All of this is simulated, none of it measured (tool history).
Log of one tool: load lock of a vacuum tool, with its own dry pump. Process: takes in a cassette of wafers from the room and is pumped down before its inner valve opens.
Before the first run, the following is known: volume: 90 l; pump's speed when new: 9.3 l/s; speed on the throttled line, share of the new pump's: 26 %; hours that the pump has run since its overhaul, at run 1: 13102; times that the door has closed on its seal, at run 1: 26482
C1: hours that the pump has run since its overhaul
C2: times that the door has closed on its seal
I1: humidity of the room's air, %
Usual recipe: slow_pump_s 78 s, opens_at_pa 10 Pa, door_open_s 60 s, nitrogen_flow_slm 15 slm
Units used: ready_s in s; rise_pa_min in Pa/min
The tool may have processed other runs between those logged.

Run 1, hour 0: usual settings; C1 13102; C2 26482; I1 43.3. Result: ready_s 147.3 s, rise_pa_min 0.02 Pa/min.
Run 2, hour 443.8: usual settings; C1 13546; C2 28653; I1 41.8. Result: ready_s 146.4 s, rise_pa_min 0.015 Pa/min.
Run 3, hour 734.5: usual settings but slow_pump_s 62 s; C1 13837; C2 30075; I1 46.9. Result: ready_s 136 s, rise_pa_min 0.02 Pa/min.
Run 4, hour 1197.7: usual settings but slow_pump_s 62 s; C1 14300; C2 32341; I1 42.3. Result: ready_s 135.9 s, rise_pa_min 0.022 Pa/min.
Run 5, hour 1586.4: usual settings but nitrogen_flow_slm 12 slm; C1 14688; C2 34242; I1 41.8. Result: ready_s 147.4 s, rise_pa_min 0.021 Pa/min.
Run 6, hour 2201.8: usual settings; C1 15304; C2 37253; I1 47.1. Result: ready_s 147 s, rise_pa_min 0.022 Pa/min.
Run 7, hour 2743: usual settings; C1 15845; C2 39900; I1 41.8. Result: ready_s 149.2 s, rise_pa_min 0.018 Pa/min.
Run 8, hour 3293.1: usual settings; C1 16395; C2 42592; I1 44.6. Result: ready_s 147.3 s, rise_pa_min 0.014 Pa/min.
Run 9, hour 3715.8: usual settings; C1 16818; C2 44659; I1 46.8. Result: ready_s 148 s, rise_pa_min 0.019 Pa/min.
Run 10, hour 4192.8: usual settings; C1 17295; C2 46993; I1 42.5. Result: ready_s 147.5 s, rise_pa_min 0.022 Pa/min.
Run 11, hour 4856.1: usual settings; C1 17958; C2 50238; I1 43.2. Result: ready_s 147.8 s, rise_pa_min 0.017 Pa/min.
Run 12, hour 5399.3: usual settings but nitrogen_flow_slm 10 slm; C1 18501; C2 52895; I1 42.8. Result: ready_s 147.2 s, rise_pa_min 0.025 Pa/min.
Run 13, hour 5854.3: usual settings but nitrogen_flow_slm 10 slm; C1 18956; C2 55121; I1 42.8. Result: ready_s 148.8 s, rise_pa_min 0.021 Pa/min.
Run 14, hour 6485.6: usual settings but nitrogen_flow_slm 10 slm; C1 19588; C2 58209; I1 45.3. Result: ready_s 147.6 s, rise_pa_min 0.019 Pa/min.
At hour 6658.9: dry pump taken out, an overhauled one fitted.
Run 15, hour 7080.2: usual settings but nitrogen_flow_slm 10 slm; C1 421; C2 61089; I1 41.8. Result: ready_s 149.9 s, rise_pa_min 0.023 Pa/min.
Run 16, hour 7505.1: usual settings but nitrogen_flow_slm 10 slm; C1 846; C2 63167; I1 40.6. Result: ready_s 147.4 s, rise_pa_min 0.018 Pa/min.
Run 17, hour 8054.4: usual settings but slow_pump_s 132 s, opens_at_pa 14 Pa, door_open_s 27 s, nitrogen_flow_slm 9 slm; C1 1396; C2 65855; I1 44.1. Result: ready_s 184.5 s, rise_pa_min 0.015 Pa/min.
Run 18, hour 8665.6: usual settings but slow_pump_s 132 s, opens_at_pa 14 Pa, door_open_s 27 s, nitrogen_flow_slm 9 slm; C1 2007; C2 68844; I1 43. Result: ready_s 183.7 s, rise_pa_min 0.015 Pa/min.

Forecast run 19:
Run 19, hour 9003.1: usual settings but opens_at_pa 7 Pa, door_open_s 135 s; C1 2344; C2 70495; I1 44.7. Result: ready_s ?, rise_pa_min ?.

{"run 19": {"ready_s": 151.5, "rise_pa_min": 0.032}}
Take away the tool's hidden state, keep the run-to-run variation as it was, and the same run would have given ready_s 151.5 s, rise_pa_min 0.031 Pa/min.

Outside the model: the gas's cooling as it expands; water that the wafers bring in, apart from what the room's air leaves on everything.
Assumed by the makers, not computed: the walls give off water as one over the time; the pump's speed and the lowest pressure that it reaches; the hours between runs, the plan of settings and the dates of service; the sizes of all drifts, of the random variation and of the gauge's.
